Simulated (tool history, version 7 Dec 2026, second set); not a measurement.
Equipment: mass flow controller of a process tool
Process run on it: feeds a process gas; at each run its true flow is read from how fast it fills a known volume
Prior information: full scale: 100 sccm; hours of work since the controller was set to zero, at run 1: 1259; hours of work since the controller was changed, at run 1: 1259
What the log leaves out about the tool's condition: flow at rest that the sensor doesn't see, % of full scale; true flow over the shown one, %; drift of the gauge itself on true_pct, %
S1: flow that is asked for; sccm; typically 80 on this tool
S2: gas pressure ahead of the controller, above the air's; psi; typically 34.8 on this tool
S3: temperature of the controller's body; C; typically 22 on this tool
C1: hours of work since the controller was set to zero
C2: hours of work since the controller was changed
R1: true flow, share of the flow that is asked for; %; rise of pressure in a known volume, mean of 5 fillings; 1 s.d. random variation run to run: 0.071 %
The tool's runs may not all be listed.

run,hour,S1,S2,S3,C1,C2,R1
1,0,80,34.8,22,1259,1259,100.52
2,156,80,34.8,22,1319,1319,100.59
3,326.6,80,39,22,1385,1385,100.81
4,547.9,80,34.8,22,1471,1471,100.63
5,798.4,80,39.7,22,1569,1569,100.86
6,923.3,80,39.7,22,1617,1617,101.08
7,1056.9,80,39.7,22,1669,1669,100.95
8,1178,80,39.7,22,1716,1716,101.07
9,1369.5,80,39.7,22,1790,1790,101.29
10,1628.2,80,39.7,22,1891,1891,101.33
11,1757.2,80,39.7,22,1941,1941,101.36
12,1897.7,38,34.8,22,1995,1995,100.03
13,2065.7,38,34.8,22,2061,2061,100.05
14,2308,38,34.8,22,2155,2155,100.32
15,2542.7,38,34.8,22,2246,2246,100.28
16,2664,80,34.8,22,2293,2293,101.22
17,2918.5,80,34.8,22,2392,2392,101.28
18,3087.9,72,24.2,30,2457,2457,100.03
19,3198.3,72,24.2,30,2500,2500,100.15
20,3452.1,80,27,22,2599,2599,101.02
21,3575.5,47,20.7,38,2647,2647,99.21
22,3710.6,85,30.3,34,2699,2699,100.66
23,3826.8,85,30.3,34,2744,2744,100.89
24,4044.3,22,35,38,2829,2829,100.34
25,4276,65,22,22,2919,2919,100.56
26,4537.6,15,31.2,24,3020,3020,101.97
27,4769.6,31,31.8,34,3110,3110,100.28
28,4985.7,31,24.5,24,3194,3194,100.56
29,5133.3,48,24.2,38,3251,3251,99.86
30,5312.1,48,24.2,38,3321,3321,99.94
31,5507.7,48,24.2,38,3397,3397,99.92
32,5702.4,48,24.2,38,3472,3472,99.95
33,5824.9,48,24.2,23,3520,3520,100.81

Hidden state or all else? Some run-to-run changes of R1, split into what the settings, what came in and random variation would give without the hidden state, and what is left for the hidden state (with any gauge scatter that isn't in both results):
Run 20 -> 21: S1 80 -> 47, S2 27 -> 20.7, S3 22 -> 38. R1 -1.81 %: hidden state +0.42, all else -2.23.
Run 21 -> 22: S1 47 -> 85, S2 20.7 -> 30.3, S3 38 -> 34. R1 +1.45 %: hidden state -0.39, all else +1.84.
Run 23 -> 24: S1 85 -> 22, S2 30.3 -> 35, S3 34 -> 38. R1 -0.55 %: hidden state +1.63, all else -2.18.
Run 25 -> 26: S1 65 -> 15, S2 22 -> 31.2, S3 22 -> 24. R1 +1.41 %: hidden state +2.62, all else -1.21.
Run 26 -> 27: S1 15 -> 31, S2 31.2 -> 31.8, S3 24 -> 34. R1 -1.69 %: hidden state -1.62, all else -0.07.
